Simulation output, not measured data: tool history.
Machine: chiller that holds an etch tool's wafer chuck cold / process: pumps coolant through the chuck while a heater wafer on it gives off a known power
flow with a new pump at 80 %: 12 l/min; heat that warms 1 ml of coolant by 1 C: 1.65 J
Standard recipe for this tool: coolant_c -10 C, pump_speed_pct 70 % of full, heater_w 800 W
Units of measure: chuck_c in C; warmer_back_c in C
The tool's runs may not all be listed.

| run | hour | coolant_c | pump_speed_pct | heater_w | chuck_c | warmer_back_c |
|---|---|---|---|---|---|---|
| 1 | 0 | -10 | 70 | 800 | 2 | 3 |
| 2 | 202.1 | -10 | 70 | 800 | 2.3 | 3.05 |
| 3 | 351 | -10 | 70 | 522 | -2.1 | 1.95 |
|  | 406.3 | chiller's thermometer calibrated |
| 4 | 562 | -10 | 70 | 522 | -1.6 | 1.97 |
|  | 583.8 | coolant pump overhauled |
| 5 | 675.9 | -10 | 92 | 522 | -3.2 | 1.52 |
| 6 | 860.4 | -10 | 92 | 522 | -2.8 | 1.6 |
| 7 | 1011.8 | -10 | 76 | 841 | 3.2 | 3.12 |
| 8 | 1165.8 | -10 | 74 | 759 | 2.3 | 2.95 |
|  | 1210.1 | coolant pump overhauled, once more |
| 9 | 1383.6 | -19 | 89 | 563 | -11.8 | 1.54 |
| 10 | 1486.1 | -18 | 98 | 1179 | -4.1 | 2.87 |
| 11 | 1599.4 | -18 | 98 | 1179 | -4.2 | 2.93 |

What if the next run were any one of these 4? Each begins from the tool's condition after run 11:
| A | 1688.2 | -6 | 98 | 1179 | ? | ? |
| B | 1688.2 | -18 | 98 | 832 | ? | ? |
| C | 1688.2 | -2 | 66 | 440 | ? | ? |
| D | 1688.2 | -2 | 89 | 1179 | ? | ? |

| run | chuck_c | warmer_back_c |
|---|---|---|
| A | 8 | 2.89 |
| B | -8.2 | 2.09 |
| C | 5.1 | 1.64 |
| D | 12.9 | 3.19 |
With the hidden condition removed and each run's random variation left untouched, the same runs would have given:
| run | chuck_c | warmer_back_c |
|---|---|---|
| A | 6.6 | 2.88 |
| B | -9.1 | 2.07 |
| C | 4.5 | 1.63 |
| D | 11.5 | 3.17 |
